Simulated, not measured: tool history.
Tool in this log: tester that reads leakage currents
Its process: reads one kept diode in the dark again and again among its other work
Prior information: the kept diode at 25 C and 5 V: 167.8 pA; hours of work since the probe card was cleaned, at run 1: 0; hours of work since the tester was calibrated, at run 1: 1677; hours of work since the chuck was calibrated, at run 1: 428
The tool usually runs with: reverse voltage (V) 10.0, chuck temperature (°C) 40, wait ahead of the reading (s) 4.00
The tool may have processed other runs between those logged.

run	day	reverse voltage (V)	chuck temperature (°C)	wait ahead of the reading (s)	hours of work since the probe card was cleaned	hours of work since the tester was calibrated	hours of work since the chuck was calibrated	current that the tester gives (pA)
1	0.000	10.0	40	4.00	0	1677	428	898.09
2	6.275	10.0	40	4.00	110	1787	537	924.91
# day 10.104: chuck's temperature calibrated
3	13.417	10.0	33	4.00	233	1910	58	462.33
4	19.754	1.4	40	4.00	343	2021	168	308.97
5	25.542	1.4	40	4.00	445	2122	270	321.11
6	29.883	10.0	40	8.49	520	2197	345	865.21
7	34.446	10.0	40	4.00	600	2277	425	894.74
8	39.117	10.0	40	4.00	682	2359	507	906.42
# day 44.483: chuck's temperature calibrated
9	47.992	10.0	40	4.00	835	2512	61	791.43
10	56.275	10.0	40	4.00	980	2657	206	829.83
11	63.192	10.0	40	4.00	1101	2778	327	856.36
12	68.817	10.0	40	4.00	1199	2876	425	886.19
13	74.829	10.0	40	4.00	1304	2981	530	912.68
# day 79.158: chuck's temperature calibrated
14	82.096	10.0	40	1.76	1429	3106	51	807.77
15	90.650	10.0	40	1.76	1579	3256	201	839.38
16	98.854	10.0	40	4.00	1722	3399	344	876.79
17	103.346	10.0	40	4.00	1800	3477	422	897.04
18	107.900	10.0	40	4.00	1880	3557	502	921.36
19	112.879	10.0	40	4.00	1967	3644	589	945.82
# day 113.592: chuck's temperature calibrated
20	118.008	10.0	40	4.00	2055	3732	77	807.64
21	124.275	10.0	40	4.00	2164	3841	187	836.62
22	130.246	18.4	40	0.52	2269	3946	291	1183.80
23	137.242	18.4	40	0.52	2391	4068	413	1227.28
24	142.850	13.1	29	6.89	2489	4166	511	460.37
# day 148.621: chuck's temperature calibrated
25	148.746	2.5	28	5.06	2590	4267	2	156.18
26	155.912	2.5	28	5.06	2715	4392	127	161.33
# day 161.708: tester calibrated
27	164.412	2.7	28	0.49	2862	47	274	175.62
28	168.138	10.6	24	1.05	2927	112	339	265.99
# day 173.650: probe card cleaned and baked
29	176.579	10.0	41	2.69	51	258	485	966.13
# day 183.196: chuck's temperature calibrated
30	185.250	9.5	22	6.15	201	407	36	184.76
31	191.642	13.3	37	3.52	313	519	147	762.60
32	195.654	13.3	37	3.52	383	589	218	779.25
33	200.871	13.3	29	3.52	474	680	309	431.04
34	208.271	6.5	46	4.00	603	809	438	1156.43
35	212.954	6.5	46	4.00	685	891	520	1178.73
# day 217.854: chuck's temperature calibrated
36	220.571	10.0	40	0.46	816	1023	47	791.64

Each row is a separate what-if for the run after 36, all from the same tool condition, not one after another. Results?
A	224.479	10.0	50	5.36	885	1091	116	?
B	224.479	1.2	36	4.38	885	1091	116	?
C	224.479	10.0	40	5.66	885	1091	116	?
D	224.479	10.0	53	4.00	885	1091	116	?
E	224.479	17.5	55	1.67	885	1091	116	?

run	current that the tester gives (pA)
A	1672.08
B	206.39
C	802.30
D	2066.78
E	3165.92
Take away the tool's hidden state, keep each run's random variation, and the runs would have read:
run	current that the tester gives (pA)
A	1639.08
B	201.95
C	783.06
D	2027.83
E	3105.96

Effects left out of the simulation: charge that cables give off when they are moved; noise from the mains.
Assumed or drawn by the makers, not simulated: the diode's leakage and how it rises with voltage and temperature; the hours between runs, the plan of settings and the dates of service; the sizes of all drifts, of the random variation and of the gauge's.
